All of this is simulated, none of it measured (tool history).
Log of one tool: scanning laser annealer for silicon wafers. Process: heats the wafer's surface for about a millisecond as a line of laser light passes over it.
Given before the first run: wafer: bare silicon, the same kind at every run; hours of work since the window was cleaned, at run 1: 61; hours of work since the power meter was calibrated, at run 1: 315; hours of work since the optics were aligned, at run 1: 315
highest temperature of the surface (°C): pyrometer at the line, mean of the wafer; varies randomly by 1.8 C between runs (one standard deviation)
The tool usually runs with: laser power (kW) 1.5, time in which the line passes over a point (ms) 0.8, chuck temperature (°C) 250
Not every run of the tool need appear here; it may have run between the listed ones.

| run | hour | laser power (kW) | time in which the line passes over a point (ms) | chuck temperature (°C) | hours of work since the window was cleaned | hours of work since the power meter was calibrated | hours of work since the optics were aligned | highest temperature of the surface (°C) |
|---|---|---|---|---|---|---|---|---|
| 1 | 0 | 1.5 | 0.8 | 250 | 61 | 315 | 315 | 965 |
| 2 | 27 | 1.459 | 0.8 | 250 | 81 | 335 | 335 | 943 |
| 3 | 41.7 | 1.459 | 0.8 | 250 | 92 | 347 | 347 | 944 |
| 4 | 64.3 | 1.387 | 0.8 | 250 | 109 | 364 | 364 | 904 |
| 5 | 85.3 | 1.387 | 0.8 | 250 | 125 | 379 | 379 | 900 |
| 6 | 99.3 | 1.387 | 0.8 | 250 | 135 | 390 | 390 | 899 |
| 7 | 126.2 | 1.387 | 0.8 | 250 | 156 | 410 | 410 | 894 |
| 8 | 147.5 | 1.387 | 0.8 | 250 | 172 | 426 | 426 | 898 |
| 9 | 163.7 | 1.5 | 0.8 | 250 | 184 | 438 | 438 | 959 |
| 10 | 191.9 | 1.5 | 0.8 | 250 | 205 | 460 | 460 | 958 |
| 11 | 211.8 | 1.5 | 0.8 | 250 | 220 | 475 | 475 | 954 |
| 12 | 233.7 | 1.5 | 0.8 | 250 | 237 | 491 | 491 | 953 |
| 13 | 265.3 | 1.5 | 0.8 | 250 | 260 | 515 | 515 | 952 |
| 14 | 288.4 | 1.5 | 0.8 | 250 | 278 | 532 | 532 | 951 |
| 15 | 318.5 | 1.5 | 0.8 | 250 | 300 | 555 | 555 | 950 |
| 16 | 332.9 | 1.5 | 0.8 | 250 | 311 | 566 | 566 | 950 |
| 17 | 352.4 | 1.5 | 0.8 | 250 | 326 | 580 | 580 | 948 |
| 18 | 371.9 | 1.5 | 0.8 | 250 | 341 | 595 | 595 | 944 |
| 19 | 397.3 | 1.5 | 0.8 | 250 | 360 | 614 | 614 | 948 |
| 20 | 420.2 | 1.5 | 0.8 | 250 | 377 | 631 | 631 | 944 |
| 21 | 450.6 | 1.429 | 0.863 | 251 | 400 | 654 | 654 | 933 |
| 22 | 470.4 | 1.301 | 0.863 | 221 | 415 | 669 | 669 | 830 |
| 23 | 489.7 | 1.482 | 0.8 | 250 | 429 | 684 | 684 | 932 |
| 24 | 507.8 | 1.372 | 0.8 | 233 | 443 | 697 | 697 | 852 |
| 25 | 533.9 | 1.5 | 0.8 | 261 | 463 | 717 | 717 | 946 |
| 26 | 548.8 | 1.5 | 0.8 | 261 | 474 | 728 | 728 | 951 |
| 27 | 567.3 | 1.314 | 0.704 | 271 | 488 | 742 | 742 | 817 |
| 28 | 581.5 | 1.5 | 0.8 | 284 | 498 | 753 | 753 | 969 |
| 29 | 598.6 | 1.5 | 0.8 | 284 | 511 | 766 | 766 | 967 |
| 30 | 616.1 | 1.5 | 0.8 | 284 | 524 | 779 | 779 | 968 |
| 31 | 637.9 | 1.5 | 0.8 | 256 | 541 | 795 | 795 | 934 |
|  | 661.7 | window over the wafer cleaned |
| 32 | 667.7 | 1.589 | 0.8 | 252 | 5 | 816 | 816 | 1016 |
| 33 | 697.8 | 1.579 | 0.672 | 258 | 27 | 839 | 839 | 947 |
| 34 | 719.7 | 1.489 | 0.815 | 263 | 44 | 855 | 855 | 974 |
| 35 | 735.9 | 1.489 | 0.815 | 263 | 56 | 868 | 868 | 973 |
| 36 | 756.1 | 1.56 | 0.672 | 251 | 71 | 883 | 883 | 929 |
| 37 | 785.1 | 1.5 | 0.815 | 250 | 93 | 905 | 905 | 963 |
| 38 | 808.5 | 1.5 | 0.815 | 250 | 110 | 922 | 922 | 962 |
| 39 | 831 | 1.5 | 0.815 | 250 | 127 | 939 | 939 | 960 |
| 40 | 853.7 | 1.548 | 0.722 | 252 | 145 | 956 | 956 | 942 |

Run by run, hidden condition taken away, random variation retained:
Hidden conditions of the tool in this case: light that passes the window, % of a clean one's; laser's true power over the reading, %; width of the line over the set one, %; drift of the gauge itself on peak_c, C.
| run | highest temperature of the surface (°C) |
|---|---|
| 1 | 976 |
| 2 | 955 |
| 3 | 957 |
| 4 | 917 |
| 5 | 914 |
| 6 | 914 |
| 7 | 911 |
| 8 | 916 |
| 9 | 980 |
| 10 | 980 |
| 11 | 978 |
| 12 | 977 |
| 13 | 978 |
| 14 | 978 |
| 15 | 979 |
| 16 | 981 |
| 17 | 980 |
| 18 | 976 |
| 19 | 982 |
| 20 | 980 |
| 21 | 969 |
| 22 | 863 |
| 23 | 971 |
| 24 | 888 |
| 25 | 988 |
| 26 | 994 |
| 27 | 852 |
| 28 | 1014 |
| 29 | 1012 |
| 30 | 1014 |
| 31 | 982 |
| 32 | 1032 |
| 33 | 963 |
| 34 | 992 |
| 35 | 992 |
| 36 | 948 |
| 37 | 985 |
| 38 | 985 |
| 39 | 984 |
| 40 | 967 |

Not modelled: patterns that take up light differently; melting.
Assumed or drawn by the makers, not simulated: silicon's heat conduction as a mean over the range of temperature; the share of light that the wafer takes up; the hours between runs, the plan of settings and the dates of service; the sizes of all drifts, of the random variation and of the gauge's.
